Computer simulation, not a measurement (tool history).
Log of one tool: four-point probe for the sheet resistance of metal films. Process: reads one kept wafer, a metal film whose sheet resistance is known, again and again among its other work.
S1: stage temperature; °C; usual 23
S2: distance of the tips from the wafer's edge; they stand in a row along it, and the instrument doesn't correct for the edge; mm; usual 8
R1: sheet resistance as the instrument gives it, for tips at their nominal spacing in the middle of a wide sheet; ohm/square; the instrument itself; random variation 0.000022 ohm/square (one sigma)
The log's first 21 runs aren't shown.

run 22 day=15.6 | S1=23 S2=4 | R1=0.113179
run 23 day=16.496 | S1=23 S2=4 | R1=0.113161
run 24 day=17.133 | S1=20 S2=26 | R1=0.108316
run 25 day=18.167 | S1=30 S2=16 | R1=0.106825
run 26 day=19.108 | S1=22 S2=16 | R1=0.108198
run 27 day=19.617 | S1=22 S2=16 | R1=0.108196
run 28 day=20.308 | S1=26 S2=8 | R1=0.108633
run 29 day=21.388 | S1=26 S2=8 | R1=0.108563
run 30 day=21.879 | S1=26 S2=8 | R1=0.108579
run 31 day=22.604 | S1=20 S2=4 | R1=0.113817
run 32 day=23.2 | S1=21 S2=15 | R1=0.108504
run 33 day=24.079 | S1=21 S2=20 | R1=0.108322
run 34 day=24.783 | S1=21 S2=20 | R1=0.108349
run 35 day=25.325 | S1=34 S2=23 | R1=0.106078
run 36 day=26.362 | S1=34 S2=23 | R1=0.106058
run 37 day=27.225 | S1=34 S2=23 | R1=0.106075
run 38 day=28.146 | S1=31 S2=19 | R1=0.106628
run 39 day=28.983 | S1=31 S2=19 | R1=0.106662
run 40 day=30.021 | S1=25 S2=8 | R1=0.108898
run 41 day=30.658 | S1=25 S2=8 | R1=0.108891
run 42 day=31.642 | S1=22 S2=5 | R1=0.11161
run 43 day=32.529 | S1=19 S2=37 | R1=0.108634
run 44 day=33.204 | S1=25 S2=3 | R1=0.116799
run 45 day=33.65 | S1=30 S2=14 | R1=0.107065

4 ways to go on from here, each from the tool as it stands after run 45. What would each give?
run A day=34.488 | S1=21 S2=56 | R1=?
run B day=34.488 | S1=30 S2=8 | R1=?
run C day=34.488 | S1=35 S2=54 | R1=?
run D day=34.488 | S1=33 S2=27 | R1=?

run=A R1=0.108228
run=B R1=0.108072
run=C R1=0.105803
run=D R1=0.106263
Without the tool's hidden state the same runs would have given:
run=A R1=0.107487
run=B R1=0.107333
run=C R1=0.105079
run=D R1=0.105536
